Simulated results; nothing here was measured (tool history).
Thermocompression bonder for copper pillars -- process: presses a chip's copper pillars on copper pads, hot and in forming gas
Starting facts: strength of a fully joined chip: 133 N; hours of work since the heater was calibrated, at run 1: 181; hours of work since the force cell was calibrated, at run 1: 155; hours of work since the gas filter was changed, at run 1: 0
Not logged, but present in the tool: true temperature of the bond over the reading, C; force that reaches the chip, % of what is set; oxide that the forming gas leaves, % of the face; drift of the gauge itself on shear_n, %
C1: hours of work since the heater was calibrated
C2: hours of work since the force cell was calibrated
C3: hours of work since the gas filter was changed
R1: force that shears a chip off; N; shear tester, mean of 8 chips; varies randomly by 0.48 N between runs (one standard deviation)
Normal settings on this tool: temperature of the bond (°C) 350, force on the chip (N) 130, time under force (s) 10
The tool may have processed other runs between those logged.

{"run": 1, "day": 0.0, "temperature of the bond (°C)": 350, "force on the chip (N)": 130, "time under force (s)": 10, "C1": 181, "C2": 155, "C3": 0, "R1": 64.9}
{"run": 2, "day": 0.583, "temperature of the bond (°C)": 350, "force on the chip (N)": 130, "time under force (s)": 10, "C1": 192, "C2": 166, "C3": 11, "R1": 65.9}
{"run": 3, "day": 1.012, "temperature of the bond (°C)": 350, "force on the chip (N)": 130, "time under force (s)": 16, "C1": 200, "C2": 174, "C3": 19, "R1": 75.1}
{"run": 4, "day": 1.496, "temperature of the bond (°C)": 350, "force on the chip (N)": 130, "time under force (s)": 16, "C1": 209, "C2": 183, "C3": 28, "R1": 75.5}
{"run": 5, "day": 2.079, "temperature of the bond (°C)": 350, "force on the chip (N)": 130, "time under force (s)": 17, "C1": 220, "C2": 194, "C3": 39, "R1": 76.5}
{"run": 6, "day": 2.625, "temperature of the bond (°C)": 350, "force on the chip (N)": 130, "time under force (s)": 17, "C1": 230, "C2": 204, "C3": 49, "R1": 77.9}
{"run": 7, "day": 3.317, "temperature of the bond (°C)": 350, "force on the chip (N)": 130, "time under force (s)": 17, "C1": 243, "C2": 217, "C3": 62, "R1": 77}
{"run": 8, "day": 4.012, "temperature of the bond (°C)": 339, "force on the chip (N)": 89, "time under force (s)": 15, "C1": 256, "C2": 230, "C3": 76, "R1": 46.6}
{"run": 9, "day": 4.821, "temperature of the bond (°C)": 342, "force on the chip (N)": 84, "time under force (s)": 15, "C1": 272, "C2": 245, "C3": 91, "R1": 45.9}
{"run": 10, "day": 5.471, "temperature of the bond (°C)": 342, "force on the chip (N)": 84, "time under force (s)": 15, "C1": 284, "C2": 257, "C3": 103, "R1": 46.2}
{"run": 11, "day": 5.954, "temperature of the bond (°C)": 342, "force on the chip (N)": 81, "time under force (s)": 13, "C1": 293, "C2": 267, "C3": 112, "R1": 42.2}
{"run": 12, "day": 6.742, "temperature of the bond (°C)": 352, "force on the chip (N)": 130, "time under force (s)": 14, "C1": 308, "C2": 281, "C3": 127, "R1": 71.6}
{"run": 13, "day": 7.471, "temperature of the bond (°C)": 333, "force on the chip (N)": 151, "time under force (s)": 18, "C1": 321, "C2": 295, "C3": 141, "R1": 73.6}
{"day": 8.038, "done": "forming gas filter changed"}
{"run": 14, "day": 8.129, "temperature of the bond (°C)": 347, "force on the chip (N)": 164, "time under force (s)": 10, "C1": 333, "C2": 307, "C3": 2, "R1": 76.3}

Alternative continuations, all from the tool just after run 14; predict every row:
{"run": "A", "day": 8.575, "temperature of the bond (°C)": 345, "force on the chip (N)": 130, "time under force (s)": 10, "C1": 342, "C2": 316, "C3": 10, "R1": "?"}
{"run": "B", "day": 8.575, "temperature of the bond (°C)": 337, "force on the chip (N)": 134, "time under force (s)": 27, "C1": 342, "C2": 316, "C3": 10, "R1": "?"}
{"run": "C", "day": 8.575, "temperature of the bond (°C)": 347, "force on the chip (N)": 94, "time under force (s)": 15, "C1": 342, "C2": 316, "C3": 10, "R1": "?"}

run=A R1=61.6
run=B R1=81.5
run=C R1=55
Had the tool no hidden state, the same runs would have come out as:
run=A R1=61.6
run=B R1=81.5
run=C R1=54.9
